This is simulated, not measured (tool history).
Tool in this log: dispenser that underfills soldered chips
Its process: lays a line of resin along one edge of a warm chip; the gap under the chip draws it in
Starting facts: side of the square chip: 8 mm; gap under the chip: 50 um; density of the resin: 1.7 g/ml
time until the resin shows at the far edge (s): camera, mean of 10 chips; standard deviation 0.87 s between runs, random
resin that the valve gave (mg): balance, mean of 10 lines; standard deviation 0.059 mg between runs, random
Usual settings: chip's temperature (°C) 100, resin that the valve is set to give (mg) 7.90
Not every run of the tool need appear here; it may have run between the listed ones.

| run | hour | chip's temperature (°C) | resin that the valve is set to give (mg) | time until the resin shows at the far edge (s) | resin that the valve gave (mg) |
|---|---|---|---|---|---|
| 1 | 0.0 | 100 | 7.90 | 91.3 | 7.38 |
| 2 | 2.3 | 100 | 7.90 | 100.9 | 7.37 |
|  | 4.7 | dispensing valve cleaned and set on the balance |
| 3 | 6.6 | 105 | 7.90 | 93.7 | 7.91 |
| 4 | 9.1 | 100 | 7.77 | 132.2 | 7.81 |
| 5 | 12.9 | 100 | 7.77 | 160.0 | 7.76 |
|  | 15.0 | new syringe of resin |
| 6 | 15.7 | 102 | 7.90 | 79.4 | 7.81 |
| 7 | 18.7 | 102 | 7.90 | 93.1 | 7.79 |
| 8 | 23.1 | 102 | 7.90 | 114.0 | 7.83 |
| 9 | 26.6 | 102 | 7.90 | 134.0 | 7.80 |
|  | 30.0 | new syringe of resin |
| 10 | 31.1 | 102 | 7.90 | 82.9 | 7.86 |
| 11 | 36.1 | 102 | 7.90 | 107.7 | 7.74 |
| 12 | 39.7 | 99 | 7.90 | 142.8 | 7.73 |
| 13 | 43.4 | 99 | 7.90 | 166.4 | 7.78 |
|  | 44.7 | new syringe of resin |
| 14 | 47.0 | 99 | 7.90 | 101.6 | 7.57 |
| 15 | 50.7 | 99 | 7.90 | 120.8 | 7.74 |
| 16 | 55.5 | 100 | 7.90 | 144.5 | 7.68 |
|  | 59.3 | new syringe of resin |
| 17 | 60.4 | 100 | 7.90 | 88.9 | 7.50 |
| 18 | 63.0 | 100 | 7.90 | 100.6 | 7.58 |
| 19 | 65.8 | 100 | 7.90 | 118.1 | 7.57 |
| 20 | 69.2 | 100 | 7.90 | 137.3 | 7.63 |
|  | 74.2 | new syringe of resin |
| 21 | 74.6 | 112 | 7.43 | 50.7 | 7.12 |
| 22 | 79.9 | 99 | 7.80 | 115.2 | 7.36 |
| 23 | 84.8 | 99 | 7.80 | 144.1 | 7.38 |
|  | 88.9 | new syringe of resin |
| 24 | 90.1 | 87 | 8.37 | 168.2 | 7.91 |
| 25 | 95.4 | 87 | 8.37 | 219.1 | 7.91 |
| 26 | 98.6 | 86 | 8.87 | 263.4 | 8.35 |
| 27 | 102.6 | 94 | 10.28 | 212.1 | 9.71 |
|  | 103.8 | new syringe of resin |
| 28 | 107.4 | 94 | 10.28 | 131.0 | 9.55 |
| 29 | 110.3 | 94 | 10.28 | 149.4 | 9.63 |
| 30 | 113.5 | 89 | 7.94 | 231.4 | 7.37 |
| 31 | 115.7 | 89 | 7.94 | 260.2 | 7.33 |
|  | 118.8 | new syringe of resin |
| 32 | 119.0 | 101 | 7.55 | 85.9 | 7.06 |
|  | 120.5 | dispensing valve cleaned and set on the balance |
| 33 | 123.4 | 101 | 7.55 | 99.6 | 7.49 |
| 34 | 126.8 | 93 | 8.27 | 160.8 | 8.23 |
| 35 | 131.0 | 95 | 7.51 | 184.6 | 7.44 |
|  | 134.5 | new syringe of resin |
| 36 | 134.5 | 95 | 7.51 | 109.9 | 7.33 |
| 37 | 138.5 | 110 | 6.77 | 69.4 | 6.67 |

Forecast each of these 3 alternatives for the next run:
| A | 141.3 | 102 | 7.57 | ? | ? |
| B | 141.3 | 100 | 7.67 | ? | ? |
| C | 141.3 | 110 | 9.77 | ? | ? |

| run | time until the resin shows at the far edge (s) | resin that the valve gave (mg) |
|---|---|---|
| A | 111.8 | 7.55 |
| B | 123.3 | 7.49 |
| C | 73.8 | 9.77 |
With no hidden state in the tool, these same runs would have given:
| run | time until the resin shows at the far edge (s) | resin that the valve gave (mg) |
|---|---|---|
| A | 76.2 | 7.66 |
| B | 83.9 | 7.60 |
| C | 50.3 | 9.91 |
